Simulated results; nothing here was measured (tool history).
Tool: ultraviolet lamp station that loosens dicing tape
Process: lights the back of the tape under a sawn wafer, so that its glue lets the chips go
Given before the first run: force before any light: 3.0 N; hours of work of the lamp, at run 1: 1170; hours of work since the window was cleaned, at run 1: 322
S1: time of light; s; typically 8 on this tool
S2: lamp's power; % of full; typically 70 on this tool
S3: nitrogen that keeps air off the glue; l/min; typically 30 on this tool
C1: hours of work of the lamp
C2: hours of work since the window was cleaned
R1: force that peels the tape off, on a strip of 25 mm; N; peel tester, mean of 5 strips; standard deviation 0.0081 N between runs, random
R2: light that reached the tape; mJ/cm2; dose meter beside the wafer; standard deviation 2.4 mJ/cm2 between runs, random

run,hour,S1,S2,S3,C1,C2,R1,R2
1,0,8,70,30,1170,322,0.499,193
2,30.4,8,70,30,1187,338,0.514,198
3,91.1,8,70,30,1219,371,0.53,186
4,152.8,8,70,30,1253,404,0.579,186
# hour 175: window cleaned of glue's vapour
5,201.6,8,70,30,1279,14,0.692,153
6,253.4,8,70,30,1306,42,0.708,156
7,285.8,8,70,30,1324,60,0.721,153
8,346.8,8,84,30,1357,93,0.595,176
9,416.3,8,70,16,1394,130,1.01,147
10,444.3,8,70,21,1409,145,0.879,140
11,497.5,8,70,30,1438,174,0.806,138
# hour 521.3: window cleaned of glue's vapour, once more
12,563.2,8,70,30,1473,23,0.468,208
13,620.2,8,70,30,1504,53,0.489,202
14,673.8,8,70,19,1533,82,0.607,199
15,712.2,10,70,19,1553,103,0.452,246
16,769.3,8,70,30,1584,134,0.514,198
17,816.8,8,73,30,1610,159,0.49,198
18,866.9,8,73,30,1637,186,0.505,191
19,936.3,8,73,30,1674,224,0.511,191
20,985.3,8,70,30,1701,250,0.576,179
21,1052.9,8,70,30,1737,286,0.596,178
22,1108,5,70,30,1767,316,1.074,109
23,1138.2,8,84,10,1783,332,0.819,201
24,1167.4,6,98,20,1799,348,0.722,176
# hour 1219.5: lamp changed
25,1219.5,6,93,20,0,376,0.489,233
26,1270.9,6,93,20,28,403,0.486,229
# hour 1294.6: window cleaned of glue's vapour
27,1332.7,8,81,23,61,21,0.31,317
28,1391.9,6,70,13,93,52,0.763,198
29,1449.4,8,85,30,124,83,0.268,310
30,1486.6,7,70,30,144,103,0.405,228
31,1518.5,6,90,30,161,121,0.372,247
32,1563.1,4,70,29,185,145,0.9,127
33,1617.4,6,61,24,214,174,0.719,164
34,1662.1,8,63,24,238,198,0.467,220
35,1706,8,63,24,262,222,0.492,215
36,1746.9,6,97,31,284,244,0.353,244
37,1794.7,7,70,30,310,269,0.483,208
38,1843.1,11,70,35,336,296,0.262,317
39,1878.1,12,77,33,355,314,0.226,376
40,1920.9,8,77,27,378,337,0.404,251
41,1961.3,6,99,12,399,359,0.626,232
42,2009.7,13,80,13,425,385,0.314,398
# hour 2066.6: window cleaned of glue's vapour
43,2075.2,8,90,34,460,5,0.25,333

Had the tool no unlogged condition, and each run kept its random variation, what would the results have been?
Hidden state present: lamp's light, % of a new lamp's; light that the window lets through, % of a clean one's; drift of the gauge itself on peel_n, %; drift of the gauge itself on dose_mj_cm2, %.
run,R1,R2
1,0.31,276
2,0.314,283
3,0.312,275
4,0.338,280
5,0.325,274
6,0.324,280
7,0.324,281
8,0.266,333
9,0.448,280
10,0.366,276
11,0.326,278
12,0.318,278
13,0.324,277
14,0.391,276
15,0.287,345
16,0.317,282
17,0.3,288
18,0.303,286
19,0.296,289
20,0.323,276
21,0.326,280
22,0.616,175
23,0.432,331
24,0.367,291
25,0.389,275
26,0.376,276
27,0.302,324
28,0.728,206
29,0.254,329
30,0.369,244
31,0.337,268
32,0.81,140
33,0.625,183
34,0.393,249
35,0.405,247
36,0.292,285
37,0.384,245
38,0.227,381
39,0.205,459
40,0.313,310
41,0.463,291
42,0.249,509
43,0.233,360
